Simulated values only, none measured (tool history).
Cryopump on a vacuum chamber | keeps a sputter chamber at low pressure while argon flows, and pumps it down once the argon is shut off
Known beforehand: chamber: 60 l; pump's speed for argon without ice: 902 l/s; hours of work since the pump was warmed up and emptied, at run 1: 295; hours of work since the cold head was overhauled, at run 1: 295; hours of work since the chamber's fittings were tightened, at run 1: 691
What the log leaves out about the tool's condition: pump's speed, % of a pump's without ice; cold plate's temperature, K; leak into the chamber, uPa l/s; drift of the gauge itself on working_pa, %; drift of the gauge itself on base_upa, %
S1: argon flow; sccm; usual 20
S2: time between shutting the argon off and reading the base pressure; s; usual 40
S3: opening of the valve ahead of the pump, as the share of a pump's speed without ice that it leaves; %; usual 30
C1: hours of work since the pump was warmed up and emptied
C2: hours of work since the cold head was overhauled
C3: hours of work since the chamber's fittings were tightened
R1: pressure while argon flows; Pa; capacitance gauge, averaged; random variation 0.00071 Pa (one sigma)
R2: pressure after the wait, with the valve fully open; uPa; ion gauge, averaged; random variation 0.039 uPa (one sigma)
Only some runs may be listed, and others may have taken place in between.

{"run": 1, "day": 0.0, "S1": 20, "S2": 40, "S3": 30, "C1": 295, "C2": 295, "C3": 691, "R1": 0.1298, "R2": 2.71}
{"run": 2, "day": 1.171, "S1": 20, "S2": 40, "S3": 30, "C1": 317, "C2": 317, "C3": 713, "R1": 0.1291, "R2": 2.77}
{"run": 3, "day": 2.538, "S1": 20, "S2": 40, "S3": 30, "C1": 343, "C2": 343, "C3": 739, "R1": 0.1298, "R2": 2.72}
{"run": 4, "day": 3.742, "S1": 20, "S2": 40, "S3": 56, "C1": 366, "C2": 366, "C3": 762, "R1": 0.0722, "R2": 2.81}
{"run": 5, "day": 4.575, "S1": 20, "S2": 40, "S3": 56, "C1": 382, "C2": 382, "C3": 778, "R1": 0.0741, "R2": 2.83}
{"run": 6, "day": 5.617, "S1": 20, "S2": 40, "S3": 56, "C1": 402, "C2": 402, "C3": 798, "R1": 0.0736, "R2": 2.83}
{"run": 7, "day": 6.329, "S1": 20, "S2": 40, "S3": 56, "C1": 415, "C2": 415, "C3": 811, "R1": 0.0732, "R2": 2.9}
{"run": 8, "day": 7.638, "S1": 20, "S2": 40, "S3": 56, "C1": 440, "C2": 440, "C3": 836, "R1": 0.0747, "R2": 2.97}
{"run": 9, "day": 8.738, "S1": 20, "S2": 40, "S3": 56, "C1": 461, "C2": 461, "C3": 857, "R1": 0.0753, "R2": 2.83}
{"run": 10, "day": 9.704, "S1": 24, "S2": 35, "S3": 35, "C1": 480, "C2": 480, "C3": 876, "R1": 0.1376, "R2": 3.17}
{"run": 11, "day": 10.971, "S1": 20, "S2": 25, "S3": 23, "C1": 504, "C2": 504, "C3": 900, "R1": 0.1722, "R2": 4.08}
{"run": 12, "day": 11.904, "S1": 15, "S2": 20, "S3": 39, "C1": 522, "C2": 522, "C3": 918, "R1": 0.0785, "R2": 4.87}

Run 13 comes next. What will it give?
{"run": 13, "day": 12.954, "S1": 10, "S2": 41, "S3": 23, "C1": 542, "C2": 542, "C3": 938, "R1": "?", "R2": "?"}

R1: 0.087 Pa
R2: 3 uPa
Without the tool's hidden state the same run would have given R1 0.0821 Pa, R2 2.2 uPa.
